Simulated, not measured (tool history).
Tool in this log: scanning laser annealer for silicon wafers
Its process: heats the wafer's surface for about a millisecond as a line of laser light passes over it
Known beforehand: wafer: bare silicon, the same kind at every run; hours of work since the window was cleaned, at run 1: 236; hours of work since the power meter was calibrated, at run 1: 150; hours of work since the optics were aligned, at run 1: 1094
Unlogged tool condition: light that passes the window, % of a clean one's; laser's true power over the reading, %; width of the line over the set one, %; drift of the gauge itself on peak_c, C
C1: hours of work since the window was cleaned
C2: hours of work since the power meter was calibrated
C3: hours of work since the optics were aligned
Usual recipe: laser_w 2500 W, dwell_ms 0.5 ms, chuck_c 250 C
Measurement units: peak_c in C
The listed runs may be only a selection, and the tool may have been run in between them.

run 1 day=0 | laser_w=2500 dwell_ms=0.5 chuck_c=250 | C1=236 C2=150 C3=1094 | peak_c=1018
run 2 day=0.271 | laser_w=2500 dwell_ms=0.5 chuck_c=250 | C1=240 C2=153 C3=1098 | peak_c=1017
run 3 day=0.504 | laser_w=2500 dwell_ms=0.5 chuck_c=250 | C1=243 C2=157 C3=1101 | peak_c=1017
run 4 day=0.762 | laser_w=2500 dwell_ms=0.5 chuck_c=250 | C1=247 C2=160 C3=1104 | peak_c=1017
run 5 day=1.058 | laser_w=2500 dwell_ms=0.5 chuck_c=250 | C1=251 C2=164 C3=1109 | peak_c=1018
run 6 day=1.525 | laser_w=2500 dwell_ms=0.5 chuck_c=250 | C1=257 C2=171 C3=1115 | peak_c=1017
run 7 day=1.842 | laser_w=2500 dwell_ms=0.5 chuck_c=250 | C1=262 C2=175 C3=1119 | peak_c=1014
run 8 day=2.233 | laser_w=2500 dwell_ms=0.5 chuck_c=250 | C1=267 C2=181 C3=1125 | peak_c=1018
run 9 day=2.512 | laser_w=2500 dwell_ms=0.5 chuck_c=250 | C1=271 C2=184 C3=1129 | peak_c=1018
run 10 day=2.708 | laser_w=2500 dwell_ms=0.5 chuck_c=250 | C1=274 C2=187 C3=1131 | peak_c=1017
run 11 day=2.917 | laser_w=2500 dwell_ms=0.5 chuck_c=250 | C1=276 C2=190 C3=1134 | peak_c=1019
run 12 day=3.158 | laser_w=2613 dwell_ms=0.5 chuck_c=250 | C1=280 C2=193 C3=1137 | peak_c=1050
run 13 day=3.492 | laser_w=2613 dwell_ms=0.5 chuck_c=250 | C1=284 C2=198 C3=1142 | peak_c=1050
run 14 day=3.933 | laser_w=2500 dwell_ms=0.602 chuck_c=250 | C1=290 C2=204 C3=1148 | peak_c=1087
run 15 day=4.212 | laser_w=2500 dwell_ms=0.602 chuck_c=250 | C1=294 C2=208 C3=1152 | peak_c=1084
run 16 day=4.55 | laser_w=2500 dwell_ms=0.5 chuck_c=260 | C1=299 C2=213 C3=1157 | peak_c=1026
run 17 day=4.879 | laser_w=2500 dwell_ms=0.5 chuck_c=250 | C1=303 C2=217 C3=1161 | peak_c=1013
run 18 day=5.3 | laser_w=2500 dwell_ms=0.5 chuck_c=211 | C1=309 C2=223 C3=1167 | peak_c=974
run 19 day=5.592 | laser_w=2352 dwell_ms=0.5 chuck_c=211 | C1=313 C2=227 C3=1171 | peak_c=932
run 20 day=6.062 | laser_w=2352 dwell_ms=0.5 chuck_c=211 | C1=320 C2=233 C3=1178 | peak_c=929
run 21 day=6.342 | laser_w=2750 dwell_ms=0.469 chuck_c=250 | C1=324 C2=237 C3=1181 | peak_c=1069
run 22 day=6.688 | laser_w=2188 dwell_ms=0.375 chuck_c=282 | C1=328 C2=242 C3=1186 | peak_c=869
run 23 day=6.996 | laser_w=2188 dwell_ms=0.375 chuck_c=282 | C1=333 C2=246 C3=1191 | peak_c=866
run 24 day=7.4 | laser_w=2188 dwell_ms=0.375 chuck_c=282 | C1=338 C2=252 C3=1196 | peak_c=868
run 25 day=7.658 | laser_w=2507 dwell_ms=0.5 chuck_c=223 | C1=342 C2=256 C3=1200 | peak_c=991
run 26 day=7.929 | laser_w=2507 dwell_ms=0.5 chuck_c=223 | C1=346 C2=259 C3=1203 | peak_c=990
run 27 day=8.388 | laser_w=2342 dwell_ms=0.533 chuck_c=223 | C1=352 C2=266 C3=1210 | peak_c=961
run 28 day=8.583 | laser_w=2342 dwell_ms=0.533 chuck_c=223 | C1=355 C2=268 C3=1212 | peak_c=962
run 29 day=8.85 | laser_w=2500 dwell_ms=0.586 chuck_c=283 | C1=358 C2=272 C3=1216 | peak_c=1105
run 30 day=9.312 | laser_w=2332 dwell_ms=0.386 chuck_c=261 | C1=365 C2=278 C3=1223 | peak_c=893
run 31 day=9.738 | laser_w=2332 dwell_ms=0.386 chuck_c=261 | C1=371 C2=284 C3=1228 | peak_c=890
run 32 day=10.183 | laser_w=2263 dwell_ms=0.61 chuck_c=257 | C1=377 C2=290 C3=1235 | peak_c=1017
run 33 day=10.438 | laser_w=2500 dwell_ms=0.576 chuck_c=250 | C1=380 C2=294 C3=1238 | peak_c=1068
run 34 day=10.729 | laser_w=2500 dwell_ms=0.576 chuck_c=250 | C1=384 C2=298 C3=1242 | peak_c=1066
run 35 day=11.188 | laser_w=2500 dwell_ms=0.576 chuck_c=250 | C1=391 C2=304 C3=1248 | peak_c=1065

Alternative continuations, all from the tool just after run 35; predict every row:
run A day=11.471 | laser_w=2606 dwell_ms=0.425 chuck_c=250 | C1=395 C2=308 C3=1252 | peak_c=?
run B day=11.471 | laser_w=2676 dwell_ms=0.423 chuck_c=284 | C1=395 C2=308 C3=1252 | peak_c=?
run C day=11.471 | laser_w=2343 dwell_ms=0.576 chuck_c=218 | C1=395 C2=308 C3=1252 | peak_c=?
run D day=11.471 | laser_w=2500 dwell_ms=0.576 chuck_c=273 | C1=395 C2=308 C3=1252 | peak_c=?

run=A peak_c=990
run=B peak_c=1043
run=C peak_c=982
run=D peak_c=1090
What these runs would have given with no unlogged condition in the tool:
run=A peak_c=1012
run=B peak_c=1065
run=C peak_c=1004
run=D peak_c=1114

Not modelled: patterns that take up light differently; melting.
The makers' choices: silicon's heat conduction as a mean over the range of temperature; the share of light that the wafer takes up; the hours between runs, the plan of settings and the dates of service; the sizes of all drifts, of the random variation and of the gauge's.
